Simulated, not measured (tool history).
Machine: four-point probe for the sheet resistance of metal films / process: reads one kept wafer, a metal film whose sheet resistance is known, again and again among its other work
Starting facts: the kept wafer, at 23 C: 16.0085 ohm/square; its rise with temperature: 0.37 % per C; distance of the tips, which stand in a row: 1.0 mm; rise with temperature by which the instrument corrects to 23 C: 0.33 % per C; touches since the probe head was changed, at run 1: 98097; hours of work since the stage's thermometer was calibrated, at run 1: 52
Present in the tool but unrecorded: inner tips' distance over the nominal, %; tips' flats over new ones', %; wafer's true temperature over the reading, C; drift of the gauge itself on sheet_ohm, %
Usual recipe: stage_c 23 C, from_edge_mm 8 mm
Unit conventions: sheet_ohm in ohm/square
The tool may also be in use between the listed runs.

run	hour	stage_c	from_edge_mm	touches since the probe head was changed	hours of work since the stage's thermometer was calibrated	sheet_ohm
1	0.0	23	8	98097	52	16.045474
2	43.2	23	8	99832	83	16.045704
3	98.5	23	36	102053	124	15.906940
4	180.4	23	36	105345	183	15.902222
5	222.7	23	36	107048	214	15.904583
6	261.4	23	8	108600	242	16.027533
7	330.0	19	8	111357	292	15.995824
8	364.5	20	8	112744	318	16.000348
9	447.8	20	8	116092	378	15.992553
10	491.3	20	8	117841	410	15.991812
11	539.4	20	8	119774	445	15.988061
12	621.4	23	8	123068	505	16.009518
13	662.8	23	8	124734	535	16.007284
14	745.2	23	8	128046	595	16.000210
15	804.0	23	8	130407	638	15.999973
16	849.7	23	8	132246	671	16.001005
17	904.4	31	8	134442	711	16.048130
18	975.2	31	8	137287	763	16.047339
19	1035.5	31	8	139710	807	16.041582
20	1096.9	23	8	142177	851	15.988627
21	1133.1	25	11	143633	878	15.925734
22	1193.1	25	11	146045	922	15.930035
23	1250.7	20	21	148361	964	15.844119
24	1324.4	31	6	151321	1017	16.127177
25	1403.5	31	6	154501	1075	16.121217
26	1469.8	28	30	157163	1123	15.877264
27	1510.0	32	39	158780	1153	15.895955
28	1588.4	24	8	161930	1210	15.965238
29	1662.4	26	9	164905	1264	15.944296
30	1730.6	25	26	167647	1313	15.841895
31	1807.1	19	6	170719	1369	16.015771
# hour 1838.8: stage's thermometer calibrated
32	1859.1	27	5	172790	15	16.204559
33	1903.3	27	5	174565	47	16.205268
34	1957.8	24	8	176758	87	15.970089
35	1998.8	31	58	178403	117	15.888292
36	2048.2	35	5	180390	153	16.249325
37	2113.2	35	5	183001	200	16.244019
38	2193.7	23	12	186235	259	15.879698
39	2237.9	25	3	188013	291	16.729566

Per-run results on a tool with no hidden state, each run keeping its own random variation:
run	sheet_ohm
1	16.147556
2	16.149976
3	16.013210
4	16.012441
5	16.016978
6	16.142839
7	16.114546
8	16.120879
9	16.117465
10	16.118935
11	16.117672
12	16.143470
13	16.143499
14	16.141059
15	16.143951
16	16.147294
17	16.197056
18	16.200198
19	16.197674
20	16.148066
21	16.086319
22	16.093648
23	16.010402
24	16.299632
25	16.297899
26	16.055243
27	16.076022
28	16.151008
29	16.133690
30	16.034130
31	16.214801
32	16.380291
33	16.383374
34	16.148666
35	16.068199
36	16.435717
37	16.433923
38	16.069828
39	16.931424
